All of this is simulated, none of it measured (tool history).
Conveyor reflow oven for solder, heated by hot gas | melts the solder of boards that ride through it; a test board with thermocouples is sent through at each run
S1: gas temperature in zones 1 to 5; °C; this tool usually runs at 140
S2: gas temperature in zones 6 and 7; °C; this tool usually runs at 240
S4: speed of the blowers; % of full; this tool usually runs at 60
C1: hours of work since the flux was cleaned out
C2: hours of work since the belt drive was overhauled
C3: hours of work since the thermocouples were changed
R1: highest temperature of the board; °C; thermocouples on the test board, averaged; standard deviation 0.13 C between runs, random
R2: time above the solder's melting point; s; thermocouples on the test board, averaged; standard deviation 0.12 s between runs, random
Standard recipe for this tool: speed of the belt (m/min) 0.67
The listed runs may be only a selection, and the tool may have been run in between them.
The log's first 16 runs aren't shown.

run 17 hour=256.9 | S1=140 S2=249 speed_of_the_belt_(m/min)=0.67 S4=51 | C1=408 C2=212 C3=205 | R1=232.7 R2=63.9
run 18 hour=276.9 | S1=130 S2=248 speed_of_the_belt_(m/min)=0.751 S4=74 | C1=420 C2=224 C3=218 | R1=230.8 R2=53.4
run 19 hour=292.2 | S1=139 S2=237 speed_of_the_belt_(m/min)=0.67 S4=60 | C1=430 C2=234 C3=227 | R1=223.3 R2=58.8
run 20 hour=310.2 | S1=140 S2=240 speed_of_the_belt_(m/min)=0.732 S4=58 | C1=441 C2=245 C3=238 | R1=223 R2=53.6
run 21 hour=323.6 | S1=140 S2=240 speed_of_the_belt_(m/min)=0.732 S4=58 | C1=450 C2=253 C3=247 | R1=223 R2=53.5
run 22 hour=337.5 | S1=140 S2=240 speed_of_the_belt_(m/min)=0.732 S4=58 | C1=458 C2=262 C3=255 | R1=223 R2=53.3
run 23 hour=356.1 | S1=128 S2=240 speed_of_the_belt_(m/min)=0.733 S4=60 | C1=470 C2=273 C3=267 | R1=221.3 R2=49
run 24 hour=371 | S1=128 S2=238 speed_of_the_belt_(m/min)=0.602 S4=55 | C1=479 C2=283 C3=276 | R1=225.1 R2=63.2
run 25 hour=383.2 | S1=134 S2=240 speed_of_the_belt_(m/min)=0.777 S4=86 | C1=487 C2=290 C3=284 | R1=225 R2=50.1
run 26 hour=402.9 | S1=134 S2=240 speed_of_the_belt_(m/min)=0.777 S4=86 | C1=499 C2=303 C3=296 | R1=225.1 R2=50
-- hour=408.9 flux residue cleaned out of gas plates and filters
run 27 hour=430 | S1=149 S2=240 speed_of_the_belt_(m/min)=0.584 S4=86 | C1=13 C2=316 C3=310 | R1=233.6 R2=77.5
run 28 hour=452.1 | S1=149 S2=240 speed_of_the_belt_(m/min)=0.584 S4=86 | C1=27 C2=330 C3=323 | R1=233.6 R2=77.4
run 29 hour=463 | S1=149 S2=240 speed_of_the_belt_(m/min)=0.668 S4=86 | C1=34 C2=337 C3=330 | R1=231.4 R2=66.4
run 30 hour=479.4 | S1=147 S2=247 speed_of_the_belt_(m/min)=0.793 S4=51 | C1=44 C2=347 C3=340 | R1=226.3 R2=52.8

The next listed run, before its measurement:
run 31 hour=492.7 | S1=145 S2=247 speed_of_the_belt_(m/min)=0.59 S4=51 | C1=52 C2=355 C3=349 | R1=? R2=?

{"run 31": {"R1": 235.3, "R2": 75.8}}
Take away the tool's hidden state, keep the run-to-run variation as it was, and the same run would have given R1 235.3 °C, R2 75.7 s.
